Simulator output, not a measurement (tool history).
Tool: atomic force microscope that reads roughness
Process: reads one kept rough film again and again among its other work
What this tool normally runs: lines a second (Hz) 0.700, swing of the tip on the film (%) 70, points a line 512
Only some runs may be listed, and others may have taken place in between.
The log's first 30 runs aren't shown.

run    hour  lines a second (Hz)  swing of the tip on the film (%)  points a line  roughness of the kept film (nm (root mean square))
 31   684.6                0.527                                64            858                                               2.201
      704.8  -- new tip fitted
 32   712.7                2.359                                64            557                                               2.218
 33   745.5                2.359                                64            557                                               2.196
 34   765.9                2.359                                64            557                                               2.152
 35   782.8                0.700                                70            388                                               2.234
      811.9  -- height scale calibrated on a step standard
 36   811.9                1.248                                73            512                                               2.080
 37   839.8                1.248                                73            512                                               2.039
 38   857.8                0.985                                82            731                                               2.005
      865.3  -- new tip fitted
 39   881.4                1.206                                72            731                                               2.225
 40   912.4                2.104                                58            562                                               2.204
 41   933.6                2.104                                88            562                                               1.841
 42   958.7                2.590                                88            795                                               1.739
 43   985.4                2.590                                88            795                                               1.691
 44  1011.8                1.587                                78            795                                               1.973
     1025.2  -- new tip fitted
 45  1030.6                0.700                                70            286                                               2.302
 46  1054.6                1.008                                56            395                                               2.290
 47  1081.1                3.336                                58            755                                               2.137
 48  1102.1                0.745                                86            869                                               2.114
 49  1117.3                1.014                                86            869                                               2.025
 50  1136.3                1.014                                86            869                                               1.994
 51  1155.4                0.909                                67            512                                               2.114

Alternative continuations, all from the tool just after run 51; predict every row:
  A  1179.3                1.635                                57            681                                                   ?
  B  1179.3                2.559                                70            410                                                   ?
  C  1179.3                2.358                                70            512                                                   ?

run  roughness of the kept film (nm (root mean square))
  A                                               2.100
  B                                               1.942
  C                                               1.953
Stripped of hidden state, with their random variation kept, the same runs would have yielded:
run  roughness of the kept film (nm (root mean square))
  A                                               2.316
  B                                               2.141
  C                                               2.155
